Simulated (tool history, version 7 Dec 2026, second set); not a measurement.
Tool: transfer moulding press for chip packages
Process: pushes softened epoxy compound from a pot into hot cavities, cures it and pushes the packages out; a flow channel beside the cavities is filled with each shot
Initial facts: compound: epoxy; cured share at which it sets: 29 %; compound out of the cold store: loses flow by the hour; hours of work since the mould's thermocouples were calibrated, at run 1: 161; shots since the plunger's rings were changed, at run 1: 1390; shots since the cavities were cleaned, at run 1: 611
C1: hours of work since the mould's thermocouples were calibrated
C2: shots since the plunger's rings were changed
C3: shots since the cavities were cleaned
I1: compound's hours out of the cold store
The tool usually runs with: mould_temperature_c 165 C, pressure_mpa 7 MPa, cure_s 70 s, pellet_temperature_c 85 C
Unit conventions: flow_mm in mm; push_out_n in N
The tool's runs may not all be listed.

{"run": 1, "hour": 0.0, "mould_temperature_c": 165, "pressure_mpa": 7, "cure_s": 70, "pellet_temperature_c": 85, "C1": 161, "C2": 1390, "C3": 611, "I1": 42.7, "flow_mm": 771, "push_out_n": 553}
{"run": 2, "hour": 7.8, "mould_temperature_c": 165, "pressure_mpa": 7, "cure_s": 70, "pellet_temperature_c": 85, "C1": 166, "C2": 1516, "C3": 737, "I1": 39.4, "flow_mm": 784, "push_out_n": 554}
{"hour": 19.2, "done": "cavities cleaned with cleaning compound and waxed"}
{"run": 3, "hour": 19.4, "mould_temperature_c": 165, "pressure_mpa": 7, "cure_s": 70, "pellet_temperature_c": 85, "C1": 173, "C2": 1678, "C3": 3, "I1": 41.4, "flow_mm": 779, "push_out_n": 671}
{"run": 4, "hour": 28.5, "mould_temperature_c": 165, "pressure_mpa": 7, "cure_s": 70, "pellet_temperature_c": 85, "C1": 179, "C2": 1824, "C3": 149, "I1": 14.7, "flow_mm": 862, "push_out_n": 696}
{"run": 5, "hour": 36.9, "mould_temperature_c": 165, "pressure_mpa": 7, "cure_s": 70, "pellet_temperature_c": 85, "C1": 185, "C2": 1959, "C3": 284, "I1": 41.2, "flow_mm": 776, "push_out_n": 658}
{"run": 6, "hour": 42.0, "mould_temperature_c": 165, "pressure_mpa": 7, "cure_s": 70, "pellet_temperature_c": 85, "C1": 189, "C2": 2041, "C3": 366, "I1": 44.3, "flow_mm": 761, "push_out_n": 638}
{"run": 7, "hour": 50.8, "mould_temperature_c": 165, "pressure_mpa": 7, "cure_s": 106, "pellet_temperature_c": 85, "C1": 194, "C2": 2183, "C3": 508, "I1": 23.2, "flow_mm": 833, "push_out_n": 460}
{"run": 8, "hour": 58.4, "mould_temperature_c": 165, "pressure_mpa": 7, "cure_s": 106, "pellet_temperature_c": 85, "C1": 200, "C2": 2304, "C3": 629, "I1": 11.4, "flow_mm": 868, "push_out_n": 476}
{"hour": 60.8, "done": "cavities cleaned with cleaning compound and waxed, once more"}
{"run": 9, "hour": 69.0, "mould_temperature_c": 165, "pressure_mpa": 7, "cure_s": 70, "pellet_temperature_c": 89, "C1": 206, "C2": 2451, "C3": 132, "I1": 15.9, "flow_mm": 853, "push_out_n": 403}
{"run": 10, "hour": 75.4, "mould_temperature_c": 168, "pressure_mpa": 5.92, "cure_s": 66, "pellet_temperature_c": 88, "C1": 210, "C2": 2554, "C3": 235, "I1": 32.7, "flow_mm": 723, "push_out_n": 433}
{"run": 11, "hour": 80.8, "mould_temperature_c": 168, "pressure_mpa": 7, "cure_s": 70, "pellet_temperature_c": 80, "C1": 214, "C2": 2641, "C3": 322, "I1": 34.4, "flow_mm": 782, "push_out_n": 428}
{"run": 12, "hour": 87.9, "mould_temperature_c": 170, "pressure_mpa": 6.12, "cure_s": 70, "pellet_temperature_c": 86, "C1": 219, "C2": 2756, "C3": 437, "I1": 9.7, "flow_mm": 800, "push_out_n": 424}
{"run": 13, "hour": 93.4, "mould_temperature_c": 170, "pressure_mpa": 6.12, "cure_s": 70, "pellet_temperature_c": 86, "C1": 222, "C2": 2843, "C3": 524, "I1": 45.6, "flow_mm": 693, "push_out_n": 448}
{"run": 14, "hour": 101.3, "mould_temperature_c": 165, "pressure_mpa": 7, "cure_s": 97, "pellet_temperature_c": 85, "C1": 228, "C2": 2971, "C3": 652, "I1": 47.4, "flow_mm": 746, "push_out_n": 404}
{"run": 15, "hour": 108.7, "mould_temperature_c": 165, "pressure_mpa": 7, "cure_s": 55, "pellet_temperature_c": 92, "C1": 233, "C2": 3090, "C3": 771, "I1": 20.3, "flow_mm": 827, "push_out_n": 1048}
{"hour": 118.0, "done": "cavities cleaned with cleaning compound and waxed"}
{"run": 16, "hour": 119.4, "mould_temperature_c": 160, "pressure_mpa": 6.2, "cure_s": 65, "pellet_temperature_c": 85, "C1": 239, "C2": 3237, "C3": 21, "I1": 32.2, "flow_mm": 761, "push_out_n": 522}
{"hour": 125.3, "done": "plunger's sealing rings changed"}
{"run": 17, "hour": 131.5, "mould_temperature_c": 157, "pressure_mpa": 7.77, "cure_s": 75, "pellet_temperature_c": 87, "C1": 245, "C2": 99, "C3": 176, "I1": 31.7, "flow_mm": 890, "push_out_n": 618}
{"run": 18, "hour": 138.9, "mould_temperature_c": 170, "pressure_mpa": 6.91, "cure_s": 98, "pellet_temperature_c": 85, "C1": 250, "C2": 217, "C3": 294, "I1": 15.1, "flow_mm": 852, "push_out_n": 342}

Below are 4 alternative next runs, each starting from the tool's condition after run 18. Predict each:
{"run": "A", "hour": 145.9, "mould_temperature_c": 162, "pressure_mpa": 7, "cure_s": 70, "pellet_temperature_c": 85, "C1": 255, "C2": 330, "C3": 407, "I1": 47.2, "flow_mm": "?", "push_out_n": "?"}
{"run": "B", "hour": 145.9, "mould_temperature_c": 165, "pressure_mpa": 7, "cure_s": 70, "pellet_temperature_c": 83, "C1": 255, "C2": 330, "C3": 407, "I1": 40.2, "flow_mm": "?", "push_out_n": "?"}
{"run": "C", "hour": 145.9, "mould_temperature_c": 165, "pressure_mpa": 7, "cure_s": 95, "pellet_temperature_c": 85, "C1": 255, "C2": 330, "C3": 407, "I1": 13.4, "flow_mm": "?", "push_out_n": "?"}
{"run": "D", "hour": 145.9, "mould_temperature_c": 168, "pressure_mpa": 7.84, "cure_s": 98, "pellet_temperature_c": 92, "C1": 255, "C2": 330, "C3": 407, "I1": 16, "flow_mm": "?", "push_out_n": "?"}

run=A flow_mm=779 push_out_n=603
run=B flow_mm=791 push_out_n=502
run=C flow_mm=880 push_out_n=378
run=D flow_mm=909 push_out_n=380
Had the tool no hidden state, the same runs would have come out as:
run=A flow_mm=785 push_out_n=352
run=B flow_mm=797 push_out_n=291
run=C flow_mm=887 push_out_n=215
run=D flow_mm=916 push_out_n=218
